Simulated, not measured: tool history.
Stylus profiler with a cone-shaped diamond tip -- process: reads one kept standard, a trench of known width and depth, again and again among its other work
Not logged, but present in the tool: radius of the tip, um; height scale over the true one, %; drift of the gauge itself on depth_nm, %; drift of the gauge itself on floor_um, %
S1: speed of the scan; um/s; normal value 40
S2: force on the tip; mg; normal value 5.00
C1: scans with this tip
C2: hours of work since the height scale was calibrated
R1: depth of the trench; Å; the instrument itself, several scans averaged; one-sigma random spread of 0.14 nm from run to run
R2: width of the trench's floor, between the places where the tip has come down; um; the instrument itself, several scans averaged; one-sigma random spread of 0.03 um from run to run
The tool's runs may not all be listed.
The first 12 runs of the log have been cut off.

run    hour  S1     S2    C1   C2      R1     R2
 13   622.7  40   9.89  1842  167  5128.7  97.27
 14   664.2  40   9.89  2044  185  5129.3  97.21
 15   695.0  40   2.82  2193  199  5056.4  97.14
 16   759.5  40   3.63  2506  227  5066.6  97.19
 17   796.6  40   4.01  2686  244  5069.4  97.13
 18   827.0  34   5.00  2833  257  5080.6  97.17
 19   871.3  34   5.00  3049  277  5082.5  97.11
 20   943.2  11   4.50  3397  308  5073.7  97.24
 21  1011.2  11   4.50  3727  338  5073.4  97.18
 22  1049.1  25   9.88  3911  355  5123.8  97.17
 23  1099.3  36  10.30  4154  377  5127.2  97.16
 24  1171.8  41   2.79  4506  409  5052.8  97.05
 25  1208.3  41   2.79  4683  425  5048.9  97.01
 26  1272.7  41   2.79  4995  453  5050.9  97.01
 27  1326.1  41   2.79  5255  477  5051.2  97.03
 28  1356.9  41   2.79  5404  490  5052.0  96.99
 29  1394.6  21   6.95  5587  507  5096.0  97.08
 30  1467.0  27  12.54  5938  539  5145.0  97.07
 31  1533.9  14   2.26  6263  568  5040.7  97.02
 32  1586.4  22  11.68  6517  591  5138.2  97.00
 33  1630.5  22  11.68  6731  611  5136.1  97.01
 34  1685.6  95  10.12  6999  635  5121.5  96.82
 35  1757.9  40   5.67  7349  667  5079.0  96.92
 36  1820.7  42  13.31  7654  694  5151.2  96.94

Each row is a separate what-if for the run after 36, all from the same tool condition, not one after another. Results?
  A  1871.8  53   9.16  7901  717   ?   ?
  B  1871.8  33  14.26  7901  717   ?   ?
  C  1871.8  15   5.22  7901  717   ?   ?
  D  1871.8  74  13.57  7901  717   ?   ?

run      R1     R2
  A  5113.6  96.89
  B  5155.2  96.92
  C  5073.6  96.94
  D  5149.7  96.86
The same runs, with their run-to-run variation unchanged, on a tool lacking any hidden condition would have given:
run      R1     R2
  A  5123.9  97.24
  B  5165.5  97.28
  C  5083.8  97.30
  D  5160.1  97.22
